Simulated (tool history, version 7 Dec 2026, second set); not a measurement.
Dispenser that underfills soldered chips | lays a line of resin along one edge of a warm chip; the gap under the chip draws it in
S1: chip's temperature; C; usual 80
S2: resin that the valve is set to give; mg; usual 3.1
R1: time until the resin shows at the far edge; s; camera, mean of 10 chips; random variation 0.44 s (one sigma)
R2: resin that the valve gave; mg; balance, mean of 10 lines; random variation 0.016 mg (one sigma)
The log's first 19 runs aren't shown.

{"run": 20, "hour": 102.3, "S1": 68, "S2": 3, "R1": 60.1, "R2": 2.8}
{"hour": 107.8, "done": "new syringe of resin"}
{"run": 21, "hour": 108.5, "S1": 68, "S2": 2.66, "R1": 58.5, "R2": 2.48}
{"run": 22, "hour": 116.6, "S1": 80, "S2": 3.78, "R1": 39, "R2": 3.49}
{"hour": 117.6, "done": "new syringe of resin"}
{"run": 23, "hour": 122.8, "S1": 92, "S2": 3.1, "R1": 22.1, "R2": 2.88}
{"hour": 127.6, "done": "new syringe of resin"}
{"run": 24, "hour": 128.7, "S1": 92, "S2": 3.1, "R1": 20.2, "R2": 2.87}
{"hour": 136.2, "done": "dispensing valve cleaned and set on the balance"}
{"run": 25, "hour": 136.6, "S1": 91, "S2": 2.76, "R1": 25.7, "R2": 2.76}
{"hour": 138.4, "done": "new syringe of resin"}
{"run": 26, "hour": 142.8, "S1": 91, "S2": 2.76, "R1": 23.7, "R2": 2.74}
{"hour": 148.6, "done": "new syringe of resin"}
{"run": 27, "hour": 151.3, "S1": 91, "S2": 2.76, "R1": 22.5, "R2": 2.78}
{"run": 28, "hour": 157.4, "S1": 85, "S2": 3.07, "R1": 33, "R2": 3.06}
{"hour": 158.3, "done": "new syringe of resin"}
{"run": 29, "hour": 164.6, "S1": 70, "S2": 3.1, "R1": 57.3, "R2": 3.05}
{"hour": 168.3, "done": "new syringe of resin"}
{"run": 30, "hour": 168.3, "S1": 86, "S2": 3.45, "R1": 24.5, "R2": 3.39}
{"run": 31, "hour": 174.2, "S1": 69, "S2": 3.62, "R1": 58.4, "R2": 3.52}
{"hour": 178.4, "done": "new syringe of resin"}
{"run": 32, "hour": 178.4, "S1": 81, "S2": 3.89, "R1": 30.7, "R2": 3.83}
{"run": 33, "hour": 185.3, "S1": 81, "S2": 3.89, "R1": 36.4, "R2": 3.78}
{"hour": 188.2, "done": "new syringe of resin"}
{"run": 34, "hour": 192.9, "S1": 89, "S2": 3.75, "R1": 24.1, "R2": 3.65}
{"run": 35, "hour": 196.8, "S1": 89, "S2": 3.75, "R1": 26.4, "R2": 3.62}

4 ways to go on from here, each from the tool as it stands after run 35. What would each give?
{"hour": 197.9, "done": "new syringe of resin"}
{"run": "A", "hour": 201.5, "S1": 83, "S2": 3.09, "R1": "?", "R2": "?"}
{"hour": 197.9, "done": "new syringe of resin"}
{"run": "B", "hour": 201.5, "S1": 93, "S2": 3.33, "R1": "?", "R2": "?"}
{"hour": 197.9, "done": "new syringe of resin"}
{"run": "C", "hour": 201.5, "S1": 85, "S2": 3.1, "R1": "?", "R2": "?"}
{"hour": 197.9, "done": "new syringe of resin"}
{"run": "D", "hour": 201.5, "S1": 86, "S2": 3.38, "R1": "?", "R2": "?"}

run=A R1=30 R2=3
run=B R1=20.2 R2=3.22
run=C R1=28.2 R2=2.97
run=D R1=27 R2=3.25
Without the tool's hidden state the same runs would have given:
run=A R1=27.7 R2=3.11
run=B R1=18.7 R2=3.34
run=C R1=26 R2=3.08
run=D R1=25 R2=3.37

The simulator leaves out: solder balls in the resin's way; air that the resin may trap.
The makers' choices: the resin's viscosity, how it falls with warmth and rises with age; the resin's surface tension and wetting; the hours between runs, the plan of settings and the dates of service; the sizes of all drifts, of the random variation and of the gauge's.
